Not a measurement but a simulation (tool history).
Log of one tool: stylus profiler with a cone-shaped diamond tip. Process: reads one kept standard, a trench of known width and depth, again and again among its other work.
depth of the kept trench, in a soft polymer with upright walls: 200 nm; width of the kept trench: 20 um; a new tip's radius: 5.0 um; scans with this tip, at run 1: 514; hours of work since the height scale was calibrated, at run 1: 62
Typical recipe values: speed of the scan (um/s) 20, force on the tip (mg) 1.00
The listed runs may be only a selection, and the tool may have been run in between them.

| run | day | speed of the scan (um/s) | force on the tip (mg) | scans with this tip | hours of work since the height scale was calibrated | depth of the trench (Å) | width of the trench's floor (µm) |
|---|---|---|---|---|---|---|---|
| 1 | 0.000 | 20 | 1.00 | 514 | 62 | 2009.3 | 16.94 |
| 2 | 0.525 | 20 | 1.00 | 593 | 71 | 2009.3 | 16.99 |
| 3 | 0.946 | 6 | 1.00 | 656 | 79 | 2009.5 | 17.10 |
| 4 | 1.575 | 6 | 1.00 | 751 | 90 | 2008.9 | 17.16 |
| 5 | 2.038 | 6 | 1.00 | 820 | 98 | 2008.5 | 17.15 |
| 6 | 2.633 | 20 | 1.00 | 909 | 109 | 2008.6 | 17.00 |
| 7 | 3.108 | 16 | 1.00 | 981 | 118 | 2008.9 | 17.08 |
| 8 | 3.496 | 16 | 1.00 | 1039 | 125 | 2009.1 | 17.07 |
| 9 | 3.888 | 20 | 0.60 | 1097 | 132 | 2007.2 | 16.89 |
| 10 | 4.388 | 20 | 1.46 | 1173 | 141 | 2011.1 | 17.09 |
| 11 | 4.900 | 20 | 1.00 | 1250 | 150 | 2009.7 | 16.93 |
| 12 | 5.312 | 20 | 1.00 | 1311 | 157 | 2007.6 | 16.99 |
| 13 | 5.750 | 25 | 1.00 | 1377 | 165 | 2008.8 | 16.97 |
| 14 | 6.296 | 25 | 1.00 | 1459 | 175 | 2008.3 | 16.96 |
| 15 | 6.779 | 29 | 1.00 | 1531 | 184 | 2009.0 | 16.95 |
| 16 | 7.329 | 29 | 1.00 | 1614 | 193 | 2009.0 | 16.89 |
| 17 | 7.871 | 29 | 1.00 | 1695 | 203 | 2009.3 | 16.98 |
| 18 | 8.321 | 29 | 1.00 | 1763 | 211 | 2008.8 | 16.93 |
| 19 | 8.679 | 20 | 2.24 | 1816 | 218 | 2015.0 | 17.10 |
| 20 | 9.058 | 15 | 2.24 | 1874 | 225 | 2014.8 | 17.16 |
| 21 | 9.592 | 15 | 2.24 | 1953 | 234 | 2014.8 | 17.09 |
| 22 | 10.058 | 15 | 2.24 | 2023 | 242 | 2015.4 | 17.18 |
| 23 | 10.562 | 15 | 2.24 | 2099 | 252 | 2015.4 | 17.10 |
| 24 | 10.958 | 14 | 0.50 | 2159 | 259 | 2005.6 | 17.00 |
| 25 | 11.458 | 27 | 1.35 | 2234 | 268 | 2010.1 | 16.96 |
| 26 | 11.904 | 7 | 0.61 | 2301 | 276 | 2006.1 | 17.13 |
| 27 | 12.312 | 7 | 0.61 | 2362 | 283 | 2006.9 | 17.09 |
| 28 | 12.867 | 7 | 2.81 | 2445 | 293 | 2018.6 | 17.17 |
| 29 | 13.388 | 35 | 0.94 | 2523 | 302 | 2008.5 | 16.82 |
| 30 | 13.758 | 41 | 1.61 | 2579 | 309 | 2012.5 | 16.87 |

Here are 4 independent what-if runs from the current tool condition. What would each one return?
| A | 14.375 | 23 | 0.43 | 2671 | 320 | ? | ? |
| B | 14.375 | 12 | 2.70 | 2671 | 320 | ? | ? |
| C | 14.375 | 41 | 0.47 | 2671 | 320 | ? | ? |
| D | 14.375 | 47 | 1.00 | 2671 | 320 | ? | ? |

| run | depth of the trench (Å) | width of the trench's floor (µm) |
|---|---|---|
| A | 2006.1 | 16.89 |
| B | 2017.0 | 17.06 |
| C | 2005.6 | 16.60 |
| D | 2008.6 | 16.71 |
With the hidden condition removed and each run's random variation left untouched, the same runs would have given:
| run | depth of the trench (Å) | width of the trench's floor (µm) |
|---|---|---|
| A | 2006.1 | 16.90 |
| B | 2017.0 | 17.06 |
| C | 2005.6 | 16.61 |
| D | 2008.6 | 16.71 |

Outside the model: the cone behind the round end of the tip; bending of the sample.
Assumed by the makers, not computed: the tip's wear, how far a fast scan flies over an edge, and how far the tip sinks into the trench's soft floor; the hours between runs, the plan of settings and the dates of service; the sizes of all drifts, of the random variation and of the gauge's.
